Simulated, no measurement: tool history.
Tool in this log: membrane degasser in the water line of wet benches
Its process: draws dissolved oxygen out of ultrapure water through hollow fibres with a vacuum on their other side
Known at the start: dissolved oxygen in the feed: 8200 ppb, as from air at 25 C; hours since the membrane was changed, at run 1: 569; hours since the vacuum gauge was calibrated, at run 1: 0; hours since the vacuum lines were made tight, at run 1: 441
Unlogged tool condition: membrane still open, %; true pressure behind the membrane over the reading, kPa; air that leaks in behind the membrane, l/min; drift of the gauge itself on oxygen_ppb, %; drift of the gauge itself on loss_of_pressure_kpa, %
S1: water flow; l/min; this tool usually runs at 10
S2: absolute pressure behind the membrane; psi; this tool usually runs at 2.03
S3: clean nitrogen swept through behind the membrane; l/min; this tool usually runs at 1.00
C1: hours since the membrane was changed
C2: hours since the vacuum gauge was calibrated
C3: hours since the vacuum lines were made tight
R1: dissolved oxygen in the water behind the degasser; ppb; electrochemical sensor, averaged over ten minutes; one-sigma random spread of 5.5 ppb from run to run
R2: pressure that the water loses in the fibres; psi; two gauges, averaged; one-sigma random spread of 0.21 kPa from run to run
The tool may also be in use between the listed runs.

run 1 hour=0.0 | S1=10 S2=2.03 S3=1.00 | C1=569 C2=0 C3=441 | R1=547.4 R2=7.033
run 2 hour=59.8 | S1=10 S2=2.03 S3=1.00 | C1=629 C2=60 C3=501 | R1=545.6 R2=7.034
run 3 hour=154.4 | S1=6 S2=2.03 S3=1.00 | C1=723 C2=154 C3=596 | R1=317.7 R2=4.202
run 4 hour=227.8 | S1=6 S2=2.03 S3=1.00 | C1=797 C2=228 C3=669 | R1=326.3 R2=4.255
run 5 hour=278.6 | S1=10 S2=2.74 S3=1.00 | C1=848 C2=279 C3=720 | R1=660.5 R2=7.076
run 6 hour=336.3 | S1=10 S2=2.74 S3=1.00 | C1=905 C2=336 C3=778 | R1=657.5 R2=7.027
run 7 hour=377.7 | S1=10 S2=3.38 S3=1.00 | C1=947 C2=378 C3=819 | R1=751.7 R2=7.024
run 8 hour=464.3 | S1=10 S2=3.38 S3=1.00 | C1=1033 C2=464 C3=906 | R1=751.7 R2=7.046
run 9 hour=547.8 | S1=10 S2=3.38 S3=1.00 | C1=1117 C2=548 C3=989 | R1=735.4 R2=7.120
run 10 hour=626.5 | S1=10 S2=3.38 S3=1.00 | C1=1196 C2=626 C3=1068 | R1=755.3 R2=7.110
run 11 hour=674.9 | S1=10 S2=3.38 S3=1.00 | C1=1244 C2=675 C3=1116 | R1=747.2 R2=7.087
run 12 hour=735.4 | S1=10 S2=3.38 S3=1.00 | C1=1304 C2=735 C3=1177 | R1=748.6 R2=7.098
run 13 hour=808.8 | S1=10 S2=3.38 S3=1.00 | C1=1378 C2=809 C3=1250 | R1=746.9 R2=7.126
run 14 hour=887.7 | S1=10 S2=2.03 S3=1.00 | C1=1457 C2=888 C3=1329 | R1=564.9 R2=7.097
run 15 hour=960.7 | S1=14 S2=2.28 S3=2.16 | C1=1530 C2=961 C3=1402 | R1=659.5 R2=9.919
run 16 hour=1001.9 | S1=6 S2=3.96 S3=1.00 | C1=1571 C2=1002 C3=1443 | R1=508.6 R2=4.318
run 17 hour=1073.8 | S1=7 S2=2.03 S3=1.00 | C1=1643 C2=1074 C3=1515 | R1=391.8 R2=4.953
run 18 hour=1137.7 | S1=7 S2=2.51 S3=0.56 | C1=1707 C2=1138 C3=1579 | R1=595.8 R2=4.998
run 19 hour=1180.0 | S1=11 S2=3.74 S3=0.59 | C1=1749 C2=1180 C3=1621 | R1=1161.4 R2=7.854
-- hour=1187.9 vacuum gauge calibrated
run 20 hour=1235.7 | S1=11 S2=3.74 S3=0.59 | C1=1804 C2=48 C3=1677 | R1=1170.6 R2=7.847
run 21 hour=1316.2 | S1=11 S2=3.74 S3=0.59 | C1=1885 C2=128 C3=1757 | R1=1179.1 R2=7.887
run 22 hour=1392.5 | S1=16 S2=1.57 S3=0.59 | C1=1961 C2=205 C3=1833 | R1=930.0 R2=11.429
-- hour=1440.1 vacuum gauge calibrated, once more
run 23 hour=1440.5 | S1=7 S2=2.49 S3=1.03 | C1=2009 C2=0 C3=1881 | R1=432.9 R2=5.033
run 24 hour=1482.8 | S1=14 S2=2.49 S3=1.09 | C1=2051 C2=43 C3=1923 | R1=845.8 R2=9.987
run 25 hour=1569.6 | S1=14 S2=2.49 S3=1.09 | C1=2138 C2=130 C3=2010 | R1=851.5 R2=10.100
run 26 hour=1642.5 | S1=14 S2=2.49 S3=1.09 | C1=2211 C2=202 C3=2083 | R1=842.1 R2=10.034
run 27 hour=1723.0 | S1=6 S2=3.07 S3=1.00 | C1=2291 C2=283 C3=2163 | R1=428.0 R2=4.329

4 options for the next run, each taken on its own from the tool as it stands now. Forecast them:
run A hour=1782.2 | S1=7 S2=3.07 S3=1.00 | C1=2350 C2=342 C3=2223 | R1=? R2=?
run B hour=1782.2 | S1=9 S2=2.03 S3=1.00 | C1=2350 C2=342 C3=2223 | R1=? R2=?
run C hour=1782.2 | S1=10 S2=2.03 S3=2.95 | C1=2350 C2=342 C3=2223 | R1=? R2=?
run D hour=1782.2 | S1=6 S2=1.91 S3=1.72 | C1=2350 C2=342 C3=2223 | R1=? R2=?

run=A R1=510.6 R2=5.047
run=B R1=522.4 R2=6.489
run=C R1=425.8 R2=7.182
run=D R1=270.9 R2=4.305
What these runs would have given with no unlogged condition in the tool:
run=A R1=488.1 R2=4.931
run=B R1=497.4 R2=6.340
run=C R1=400.2 R2=7.015
run=D R1=253.1 R2=4.205
